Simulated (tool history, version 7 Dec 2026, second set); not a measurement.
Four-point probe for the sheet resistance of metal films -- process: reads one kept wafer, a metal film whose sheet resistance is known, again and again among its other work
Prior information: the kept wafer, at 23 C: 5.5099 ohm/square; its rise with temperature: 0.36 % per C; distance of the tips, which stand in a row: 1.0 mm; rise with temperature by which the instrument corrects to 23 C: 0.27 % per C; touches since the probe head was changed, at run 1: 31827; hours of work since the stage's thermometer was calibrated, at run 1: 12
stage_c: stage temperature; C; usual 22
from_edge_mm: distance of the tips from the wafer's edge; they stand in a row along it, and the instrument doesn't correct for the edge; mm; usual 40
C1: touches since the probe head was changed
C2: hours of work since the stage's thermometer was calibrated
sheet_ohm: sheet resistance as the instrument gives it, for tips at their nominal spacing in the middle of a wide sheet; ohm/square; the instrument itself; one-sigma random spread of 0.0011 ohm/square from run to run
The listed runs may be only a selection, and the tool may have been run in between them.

run 1 day=0 | stage_c=22 from_edge_mm=40 | C1=31827 C2=12 | sheet_ohm=5.480615
run 2 day=1.392 | stage_c=22 from_edge_mm=40 | C1=33126 C2=30 | sheet_ohm=5.481211
run 3 day=2.85 | stage_c=32 from_edge_mm=40 | C1=34486 C2=50 | sheet_ohm=5.533028
run 4 day=3.8 | stage_c=23 from_edge_mm=40 | C1=35372 C2=62 | sheet_ohm=5.484291
run 5 day=5.296 | stage_c=22 from_edge_mm=7 | C1=36763 C2=82 | sheet_ohm=5.535614
run 6 day=6.112 | stage_c=22 from_edge_mm=7 | C1=37528 C2=93 | sheet_ohm=5.536251
run 7 day=7.538 | stage_c=22 from_edge_mm=7 | C1=38856 C2=111 | sheet_ohm=5.535873
run 8 day=9.054 | stage_c=22 from_edge_mm=7 | C1=40272 C2=131 | sheet_ohm=5.536834
-- day=9.225 stage's thermometer calibrated
run 9 day=9.779 | stage_c=22 from_edge_mm=7 | C1=40927 C2=7 | sheet_ohm=5.534555
run 10 day=10.971 | stage_c=22 from_edge_mm=7 | C1=42037 C2=23 | sheet_ohm=5.533019
run 11 day=11.738 | stage_c=22 from_edge_mm=7 | C1=42754 C2=33 | sheet_ohm=5.533761
run 12 day=13.35 | stage_c=22 from_edge_mm=7 | C1=44255 C2=54 | sheet_ohm=5.530353
-- day=13.504 stage's thermometer calibrated, once more
run 13 day=14.662 | stage_c=22 from_edge_mm=7 | C1=45462 C2=15 | sheet_ohm=5.527446
run 14 day=15.35 | stage_c=21 from_edge_mm=40 | C1=46100 C2=24 | sheet_ohm=5.463893
run 15 day=16.342 | stage_c=22 from_edge_mm=36 | C1=47028 C2=37 | sheet_ohm=5.470204
run 16 day=17.546 | stage_c=28 from_edge_mm=33 | C1=48148 C2=53 | sheet_ohm=5.501178
run 17 day=18.988 | stage_c=28 from_edge_mm=33 | C1=49494 C2=72 | sheet_ohm=5.500834
run 18 day=20.15 | stage_c=22 from_edge_mm=51 | C1=50578 C2=88 | sheet_ohm=5.46329
run 19 day=21.354 | stage_c=33 from_edge_mm=6 | C1=51699 C2=103 | sheet_ohm=5.604332
run 20 day=22.083 | stage_c=33 from_edge_mm=6 | C1=52379 C2=113 | sheet_ohm=5.602499
run 21 day=23.117 | stage_c=22 from_edge_mm=31 | C1=53344 C2=127 | sheet_ohm=5.465774
run 22 day=24.488 | stage_c=22 from_edge_mm=31 | C1=54620 C2=145 | sheet_ohm=5.464577
run 23 day=25.488 | stage_c=23 from_edge_mm=28 | C1=55554 C2=158 | sheet_ohm=5.470719

Selected run-to-run steps in sheet_ohm, each split into two signed amounts: the part the tool would show with no hidden state at all (from settings, incoming material and random variation), and the remainder, which goes to the hidden state together with any gauge scatter not common to the measured and the hidden-state-free results:
The hidden state here: inner tips' distance over the nominal, %; tips' flats over new ones', %; wafer's true temperature over the reading, C; drift of the gauge itself on sheet_ohm, %.
Run 12 -> 13: stage's thermometer calibrated, once more. sheet_ohm -0.002907 ohm/square: hidden state -0.003844, all else +0.000937.
Run 18 -> 19: stage_c 22 -> 33, from_edge_mm 51 -> 6. sheet_ohm +0.141042 ohm/square: hidden state -0.001746, all else +0.142788.
Run 20 -> 21: stage_c 33 -> 22, from_edge_mm 6 -> 31. sheet_ohm -0.136725 ohm/square: hidden state +0.000277, all else -0.137002.

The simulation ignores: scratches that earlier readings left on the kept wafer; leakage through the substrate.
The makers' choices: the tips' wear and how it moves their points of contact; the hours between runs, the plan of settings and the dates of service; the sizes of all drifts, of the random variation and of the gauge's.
